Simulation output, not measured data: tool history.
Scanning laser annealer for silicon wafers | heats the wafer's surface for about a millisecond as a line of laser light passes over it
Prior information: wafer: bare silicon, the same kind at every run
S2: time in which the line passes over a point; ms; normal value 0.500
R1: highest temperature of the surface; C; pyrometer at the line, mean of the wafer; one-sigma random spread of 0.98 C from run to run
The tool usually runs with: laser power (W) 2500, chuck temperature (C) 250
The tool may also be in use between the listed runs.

run 1 day=0.000 | laser_power_(W)=2500 S2=0.500 chuck_temperature_(C)=250 | R1=1003.6
run 2 day=1.488 | laser_power_(W)=2500 S2=0.500 chuck_temperature_(C)=250 | R1=1001.6
run 3 day=2.983 | laser_power_(W)=2500 S2=0.500 chuck_temperature_(C)=250 | R1=1001.4
run 4 day=4.479 | laser_power_(W)=2500 S2=0.500 chuck_temperature_(C)=250 | R1=1002.8
run 5 day=5.971 | laser_power_(W)=2500 S2=0.500 chuck_temperature_(C)=250 | R1=1000.5
run 6 day=7.133 | laser_power_(W)=2500 S2=0.408 chuck_temperature_(C)=250 | R1=926.1
run 7 day=8.533 | laser_power_(W)=2500 S2=0.408 chuck_temperature_(C)=250 | R1=923.6
run 8 day=9.567 | laser_power_(W)=2607 S2=0.500 chuck_temperature_(C)=250 | R1=1035.7
run 9 day=10.604 | laser_power_(W)=2607 S2=0.500 chuck_temperature_(C)=250 | R1=1035.5
run 10 day=12.267 | laser_power_(W)=2351 S2=0.500 chuck_temperature_(C)=250 | R1=951.5
run 11 day=13.288 | laser_power_(W)=2339 S2=0.500 chuck_temperature_(C)=250 | R1=945.9
run 12 day=14.242 | laser_power_(W)=2339 S2=0.376 chuck_temperature_(C)=250 | R1=850.2
run 13 day=15.408 | laser_power_(W)=2339 S2=0.376 chuck_temperature_(C)=250 | R1=849.6
run 14 day=16.375 | laser_power_(W)=2669 S2=0.500 chuck_temperature_(C)=250 | R1=1051.4
run 15 day=18.071 | laser_power_(W)=2669 S2=0.500 chuck_temperature_(C)=250 | R1=1050.8
run 16 day=19.775 | laser_power_(W)=2669 S2=0.500 chuck_temperature_(C)=250 | R1=1051.6
run 17 day=21.017 | laser_power_(W)=2434 S2=0.500 chuck_temperature_(C)=250 | R1=974.6
run 18 day=22.867 | laser_power_(W)=2434 S2=0.500 chuck_temperature_(C)=250 | R1=973.9
-- day=23.167 optics aligned, line set to its width
run 19 day=24.008 | laser_power_(W)=2564 S2=0.500 chuck_temperature_(C)=250 | R1=1013.5
-- day=24.679 window over the wafer cleaned
run 20 day=25.475 | laser_power_(W)=2564 S2=0.500 chuck_temperature_(C)=250 | R1=1037.2
run 21 day=27.071 | laser_power_(W)=2162 S2=0.445 chuck_temperature_(C)=250 | R1=866.6
run 22 day=28.058 | laser_power_(W)=2748 S2=0.361 chuck_temperature_(C)=217 | R1=930.3
run 23 day=29.662 | laser_power_(W)=2500 S2=0.389 chuck_temperature_(C)=265 | R1=933.8
-- day=30.592 optics aligned, line set to its width, once more
run 24 day=30.983 | laser_power_(W)=2500 S2=0.387 chuck_temperature_(C)=239 | R1=910.8
run 25 day=32.488 | laser_power_(W)=2500 S2=0.387 chuck_temperature_(C)=239 | R1=910.4
run 26 day=34.246 | laser_power_(W)=2500 S2=0.573 chuck_temperature_(C)=250 | R1=1074.2
run 27 day=35.912 | laser_power_(W)=2500 S2=0.573 chuck_temperature_(C)=250 | R1=1075.7

Run 28, settings as shown, results not yet in. Your forecast:
run 28 day=37.467 | laser_power_(W)=2215 S2=0.442 chuck_temperature_(C)=262 | R1=?

R1: 894.2 C
Had the tool carried no hidden state, the very same run would have given R1 896.8 C.
